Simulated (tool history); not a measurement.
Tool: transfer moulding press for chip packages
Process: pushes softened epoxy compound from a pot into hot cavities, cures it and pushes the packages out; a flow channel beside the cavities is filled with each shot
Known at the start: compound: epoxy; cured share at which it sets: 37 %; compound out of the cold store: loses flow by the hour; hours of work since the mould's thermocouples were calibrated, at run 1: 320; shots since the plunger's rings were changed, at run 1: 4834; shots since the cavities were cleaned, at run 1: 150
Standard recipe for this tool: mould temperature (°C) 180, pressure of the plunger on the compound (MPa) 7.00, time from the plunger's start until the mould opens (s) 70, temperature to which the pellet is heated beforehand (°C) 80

run	hour	mould temperature (°C)	pressure of the plunger on the compound (MPa)	time from the plunger's start until the mould opens (s)	temperature to which the pellet is heated beforehand (°C)	hours of work since the mould's thermocouples were calibrated	shots since the plunger's rings were changed	shots since the cavities were cleaned	incoming compound's hours out of the cold store	length that the compound runs in the flow channel (mm)	greatest force on the pins that push the packages out (N)
1	0.0	180	7.00	70	80	320	4834	150	23.5	761	767
# hour 32.7: cavities cleaned with cleaning compound and waxed
2	53.2	180	7.00	70	80	360	5898	422	15.4	789	991
# hour 70.9: cavities cleaned with cleaning compound and waxed
3	78.9	180	7.00	84	80	378	6396	165	35.8	726	520
# hour 109.6: plunger's sealing rings changed
# hour 111.1: cavities cleaned with cleaning compound and waxed
4	136.0	180	7.00	84	80	419	513	513	21.6	821	708
# hour 149.7: cavities cleaned with cleaning compound and waxed
# hour 189.9: cavities cleaned with cleaning compound and waxed
5	189.9	180	7.00	84	80	458	1559	0	47.8	730	377
# hour 229.6: cavities cleaned with cleaning compound and waxed
6	241.4	180	7.00	84	80	496	2589	244	45.8	736	579
# hour 268.7: cavities cleaned with cleaning compound and waxed
7	280.6	180	7.00	70	80	525	3364	245	30.0	778	813
# hour 307.3: cavities cleaned with cleaning compound and waxed
8	314.3	180	7.00	70	80	550	4024	142	39.7	733	690
# hour 345.7: cavities cleaned with cleaning compound and waxed
# hour 360.4: mould's thermocouples calibrated
9	373.3	180	7.00	70	80	10	5168	528	20.7	787	994
# hour 385.9: cavities cleaned with cleaning compound and waxed
10	398.5	180	7.00	70	80	28	5654	259	36.0	725	813
# hour 425.8: cavities cleaned with cleaning compound and waxed
11	433.8	180	7.00	68	80	54	6351	166	38.9	718	733
# hour 464.9: cavities cleaned with cleaning compound and waxed
# hour 472.1: plunger's sealing rings changed
12	476.7	180	7.00	68	80	84	93	190	45.6	752	752
# hour 504.5: cavities cleaned with cleaning compound and waxed
13	509.3	180	7.00	68	74	107	734	100	13.6	839	715
# hour 541.4: cavities cleaned with cleaning compound and waxed
14	563.2	185	7.00	68	74	147	1811	447	45.7	727	729
# hour 579.3: cavities cleaned with cleaning compound and waxed
15	599.8	182	7.00	68	74	174	2533	422	31.1	771	866
# hour 615.9: cavities cleaned with cleaning compound and waxed
16	626.9	176	7.12	102	72	194	3061	227	31.3	782	525
# hour 653.6: cavities cleaned with cleaning compound and waxed
17	673.2	176	7.12	102	72	228	3982	404	13.6	840	647
# hour 690.5: cavities cleaned with cleaning compound and waxed
18	712.5	180	7.00	70	80	257	4759	452	43.1	721	933
# hour 728.9: cavities cleaned with cleaning compound and waxed
19	751.0	180	7.00	70	80	285	5521	455	9.2	813	996
# hour 765.6: cavities cleaned with cleaning compound and waxed
20	785.4	180	7.00	70	81	310	6197	407	41.0	716	867
# hour 805.7: cavities cleaned with cleaning compound and waxed
# hour 827.2: plunger's sealing rings changed
21	835.3	187	5.34	100	75	346	166	558	29.9	672	646
# hour 848.6: cavities cleaned with cleaning compound and waxed
# hour 885.8: cavities cleaned with cleaning compound and waxed
22	885.8	174	7.27	62	75	382	1142	0	32.3	815	949
# hour 923.4: cavities cleaned with cleaning compound and waxed
23	930.3	174	7.27	96	72	415	2027	142	15.7	847	546
# hour 964.2: cavities cleaned with cleaning compound and waxed
24	972.7	174	7.27	96	72	446	2869	175	29.3	799	594
# hour 1002.8: cavities cleaned with cleaning compound and waxed
25	1002.8	174	7.27	96	72	468	3457	0	36.8	777	390

Branching from run 25: 5 alternative next runs. What would each branch give?
# hour 1040.2: cavities cleaned with cleaning compound and waxed
A	1055.3	174	5.75	65	72	507	4506	311	32.7	?	?
# hour 1040.2: cavities cleaned with cleaning compound and waxed
B	1055.3	178	6.59	99	72	507	4506	311	9.8	?	?
# hour 1040.2: cavities cleaned with cleaning compound and waxed
C	1055.3	179	7.27	96	72	507	4506	311	41.8	?	?
# hour 1040.2: cavities cleaned with cleaning compound and waxed
D	1055.3	178	7.00	70	80	507	4506	311	22.4	?	?
# hour 1040.2: cavities cleaned with cleaning compound and waxed
E	1055.3	182	7.27	96	72	507	4506	311	28.5	?	?

run	length that the compound runs in the flow channel (mm)	greatest force on the pins that push the packages out (N)
A	705	1536
B	799	573
C	732	562
D	788	1020
E	769	551
Take away the tool's hidden state, keep each run's random variation, and the runs would have read:
run	length that the compound runs in the flow channel (mm)	greatest force on the pins that push the packages out (N)
A	739	871
B	838	333
C	768	329
D	826	575
E	806	328
